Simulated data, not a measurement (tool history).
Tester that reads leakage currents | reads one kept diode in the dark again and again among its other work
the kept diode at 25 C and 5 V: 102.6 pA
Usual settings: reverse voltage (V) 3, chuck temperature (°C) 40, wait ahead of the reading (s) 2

run	hour	reverse voltage (V)	chuck temperature (°C)	wait ahead of the reading (s)	current that the tester gives (pA)
1	0	3	40	2	342.68
2	102.1	3	40	2	343.86
3	229.5	3	40	2	346.12
# hour 247.4: probe card cleaned and baked
4	397	3	30	2	148.22
5	535.8	3	40	1.26	352.5
6	694	1.12	44	2.86	349.13
# hour 738.6: probe card cleaned and baked, once more
7	804.6	1.12	44	2.86	351.12

Run 8 comes next. What will it give?
8	986.4	8.6	47	0.39	?

Run 8 gave current that the tester gives (pA) 900.3.
Without the tool's hidden state the same run would have given current that the tester gives (pA) 818.58.
